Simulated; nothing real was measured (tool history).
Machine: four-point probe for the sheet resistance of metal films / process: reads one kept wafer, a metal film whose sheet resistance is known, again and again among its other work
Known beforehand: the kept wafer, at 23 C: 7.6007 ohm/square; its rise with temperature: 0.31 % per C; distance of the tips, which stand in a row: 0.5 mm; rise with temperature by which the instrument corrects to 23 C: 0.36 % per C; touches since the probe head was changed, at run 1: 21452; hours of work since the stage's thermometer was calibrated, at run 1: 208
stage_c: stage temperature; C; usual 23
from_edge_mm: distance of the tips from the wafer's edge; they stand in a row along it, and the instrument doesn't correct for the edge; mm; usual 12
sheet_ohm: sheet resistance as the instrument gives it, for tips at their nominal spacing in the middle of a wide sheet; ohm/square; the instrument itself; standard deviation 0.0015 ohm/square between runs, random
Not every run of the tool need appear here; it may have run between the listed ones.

run	hour	stage_c	from_edge_mm	touches since the probe head was changed	hours of work since the stage's thermometer was calibrated	sheet_ohm
1	0.0	23	12	21452	208	7.594440
2	20.7	23	12	22136	224	7.593231
3	43.5	23	12	22891	241	7.596042
4	80.0	23	12	24099	269	7.592667
5	98.6	23	12	24714	283	7.595102
6	132.5	23	12	25836	309	7.592585
7	158.5	23	12	26697	329	7.593080
8	187.8	23	9	27669	352	7.597602
9	226.1	23	12	28934	381	7.593123
10	249.0	25	12	29694	398	7.586611
11	289.8	25	12	31044	430	7.583211
12	309.6	20	12	31698	445	7.603947
13	338.7	23	12	32660	467	7.591451
14	376.3	23	12	33908	496	7.587730
15	412.1	23	12	35091	523	7.587728
16	443.1	23	12	36118	547	7.589713
17	470.7	23	12	37032	568	7.587762
18	501.6	19	12	38054	591	7.603682
19	538.7	21	12	39280	620	7.594517
20	570.8	27	12	40345	644	7.572800
21	590.7	27	12	41001	659	7.570391
22	624.9	23	12	42135	685	7.585846
23	656.2	23	12	43170	709	7.584143
24	684.0	23	12	44090	731	7.587767
25	715.1	27	50	45118	754	7.564155
26	750.7	34	6	46296	781	7.561702
27	775.9	34	6	47131	801	7.564018
28	811.0	23	32	48293	828	7.580674
29	840.4	21	12	49265	850	7.592484
30	872.6	28	13	50331	875	7.564036
31	907.7	28	13	51492	901	7.563852
32	939.0	28	13	52527	925	7.562155
33	971.9	25	37	53618	950	7.568208
34	1004.5	28	30	54697	975	7.557231
35	1043.7	26	6	55993	1005	7.590600
36	1065.3	26	6	56708	1022	7.591346
37	1097.5	26	6	57772	1046	7.591974
38	1118.6	21	6	58473	1062	7.611505
39	1160.3	24	12	59852	1094	7.573408
40	1191.4	24	12	60883	1118	7.577028
41	1215.1	28	7	61665	1136	7.575997
42	1248.0	28	7	62754	1161	7.570917
43	1288.2	18	5	64085	1192	7.632020
44	1326.4	25	7	65350	1221	7.586423
45	1350.1	25	7	66134	1239	7.585376

What if the next run were any one of these 4? Each begins from the tool's condition after run 45:
A	1367.4	25	3	66705	1252	?
B	1367.4	33	7	66705	1252	?
C	1367.4	28	16	66705	1252	?
D	1367.4	19	42	66705	1252	?

run	sheet_ohm
A	7.675261
B	7.551936
C	7.553588
D	7.590131
What these runs would have given with no unlogged condition in the tool:
run	sheet_ohm
A	7.705773
B	7.581730
C	7.583545
D	7.620522
